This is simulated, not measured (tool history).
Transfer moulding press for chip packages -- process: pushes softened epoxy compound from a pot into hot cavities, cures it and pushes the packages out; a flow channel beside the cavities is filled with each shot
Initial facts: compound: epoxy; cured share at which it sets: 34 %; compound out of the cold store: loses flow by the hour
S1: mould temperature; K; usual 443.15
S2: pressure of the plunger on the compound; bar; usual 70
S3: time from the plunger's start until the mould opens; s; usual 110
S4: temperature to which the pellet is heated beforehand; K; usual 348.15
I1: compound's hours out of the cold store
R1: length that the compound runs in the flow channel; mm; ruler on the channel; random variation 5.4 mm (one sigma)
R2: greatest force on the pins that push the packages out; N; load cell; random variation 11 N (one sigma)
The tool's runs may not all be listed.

{"run": 1, "hour": 0.0, "S1": 443.15, "S2": 70, "S3": 110, "S4": 348.15, "I1": 22.8, "R1": 676, "R2": 742}
{"run": 2, "hour": 18.9, "S1": 443.15, "S2": 70, "S3": 110, "S4": 346.15, "I1": 13.3, "R1": 696, "R2": 920}
{"hour": 36.5, "done": "cavities cleaned with cleaning compound and waxed"}
{"run": 3, "hour": 39.1, "S1": 443.15, "S2": 70, "S3": 110, "S4": 348.15, "I1": 42, "R1": 643, "R2": 494}
{"run": 4, "hour": 56.1, "S1": 443.15, "S2": 70, "S3": 110, "S4": 348.15, "I1": 26.3, "R1": 672, "R2": 732}
{"run": 5, "hour": 66.5, "S1": 443.15, "S2": 70, "S3": 110, "S4": 348.15, "I1": 28.3, "R1": 666, "R2": 771}
{"run": 6, "hour": 82.0, "S1": 443.15, "S2": 70, "S3": 110, "S4": 348.15, "I1": 41.9, "R1": 629, "R2": 893}
{"hour": 96.0, "done": "cavities cleaned with cleaning compound and waxed"}
{"run": 7, "hour": 96.8, "S1": 443.15, "S2": 59.4, "S3": 110, "S4": 348.15, "I1": 29.5, "R1": 607, "R2": 486}
{"run": 8, "hour": 109.8, "S1": 443.15, "S2": 70, "S3": 110, "S4": 348.15, "I1": 40.7, "R1": 636, "R2": 691}
{"run": 9, "hour": 123.3, "S1": 443.15, "S2": 70, "S3": 110, "S4": 348.15, "I1": 18.3, "R1": 685, "R2": 833}
{"run": 10, "hour": 132.2, "S1": 443.15, "S2": 70, "S3": 110, "S4": 348.15, "I1": 42.6, "R1": 630, "R2": 838}
{"run": 11, "hour": 146.9, "S1": 443.15, "S2": 54.8, "S3": 110, "S4": 348.15, "I1": 32.5, "R1": 578, "R2": 946}
{"hour": 156.1, "done": "cavities cleaned with cleaning compound and waxed"}
{"run": 12, "hour": 164.8, "S1": 443.15, "S2": 54.8, "S3": 110, "S4": 348.15, "I1": 34.4, "R1": 579, "R2": 603}
{"run": 13, "hour": 184.1, "S1": 443.15, "S2": 54.8, "S3": 123, "S4": 348.15, "I1": 15.6, "R1": 613, "R2": 768}
{"run": 14, "hour": 194.3, "S1": 443.15, "S2": 70, "S3": 110, "S4": 346.15, "I1": 32.9, "R1": 652, "R2": 848}
{"run": 15, "hour": 205.9, "S1": 443.15, "S2": 70, "S3": 110, "S4": 348.15, "I1": 32.8, "R1": 659, "R2": 899}
{"hour": 215.7, "done": "cavities cleaned with cleaning compound and waxed"}
{"run": 16, "hour": 219.3, "S1": 443.15, "S2": 70, "S3": 110, "S4": 348.15, "I1": 43.6, "R1": 630, "R2": 525}
{"run": 17, "hour": 231.4, "S1": 447.15, "S2": 79.4, "S3": 110, "S4": 344.15, "I1": 13, "R1": 728, "R2": 612}
{"hour": 246.5, "done": "mould's thermocouples calibrated"}
{"run": 18, "hour": 250.7, "S1": 445.15, "S2": 61.7, "S3": 131, "S4": 355.15, "I1": 9.2, "R1": 651, "R2": 755}
{"run": 19, "hour": 267.6, "S1": 443.15, "S2": 67.7, "S3": 110, "S4": 348.15, "I1": 25.3, "R1": 657, "R2": 984}
{"hour": 277.5, "done": "cavities cleaned with cleaning compound and waxed"}
{"run": 20, "hour": 278.9, "S1": 444.15, "S2": 85.4, "S3": 102, "S4": 348.15, "I1": 26.5, "R1": 736, "R2": 519}
{"run": 21, "hour": 298.5, "S1": 444.15, "S2": 85.4, "S3": 117, "S4": 348.15, "I1": 13.8, "R1": 765, "R2": 685}
{"run": 22, "hour": 317.5, "S1": 449.15, "S2": 85.4, "S3": 117, "S4": 348.15, "I1": 29.6, "R1": 701, "R2": 789}
{"run": 23, "hour": 329.5, "S1": 443.15, "S2": 55.6, "S3": 145, "S4": 346.15, "I1": 46.1, "R1": 553, "R2": 817}
{"hour": 337.1, "done": "cavities cleaned with cleaning compound and waxed"}
{"run": 24, "hour": 346.9, "S1": 448.15, "S2": 70, "S3": 140, "S4": 348.15, "I1": 47.6, "R1": 602, "R2": 540}
{"run": 25, "hour": 359.2, "S1": 437.15, "S2": 61.6, "S3": 140, "S4": 348.15, "I1": 40, "R1": 614, "R2": 754}
{"run": 26, "hour": 377.9, "S1": 437.15, "S2": 61.6, "S3": 140, "S4": 348.15, "I1": 45.2, "R1": 607, "R2": 864}
{"run": 27, "hour": 393.6, "S1": 443.15, "S2": 63.7, "S3": 110, "S4": 348.15, "I1": 9.2, "R1": 666, "R2": 969}
{"hour": 396.1, "done": "cavities cleaned with cleaning compound and waxed"}
{"run": 28, "hour": 412.2, "S1": 443.15, "S2": 68, "S3": 116, "S4": 348.15, "I1": 23, "R1": 667, "R2": 680}
{"run": 29, "hour": 425.3, "S1": 443.15, "S2": 68, "S3": 114, "S4": 348.15, "I1": 14.8, "R1": 674, "R2": 813}

Below are 3 alternative next runs, each starting from the tool's condition after run 29. Predict each:
{"run": "A", "hour": 442.5, "S1": 443.15, "S2": 60.7, "S3": 137, "S4": 343.15, "I1": 41.9, "R1": "?", "R2": "?"}
{"run": "B", "hour": 442.5, "S1": 449.15, "S2": 68, "S3": 94, "S4": 358.15, "I1": 14.5, "R1": "?", "R2": "?"}
{"run": "C", "hour": 442.5, "S1": 435.15, "S2": 62.3, "S3": 110, "S4": 353.15, "I1": 33.7, "R1": "?", "R2": "?"}

run=A R1=583 R2=815
run=B R1=662 R2=876
run=C R1=632 R2=1519
What these runs would have given with no unlogged condition in the tool:
run=A R1=604 R2=429
run=B R1=686 R2=459
run=C R1=655 R2=809
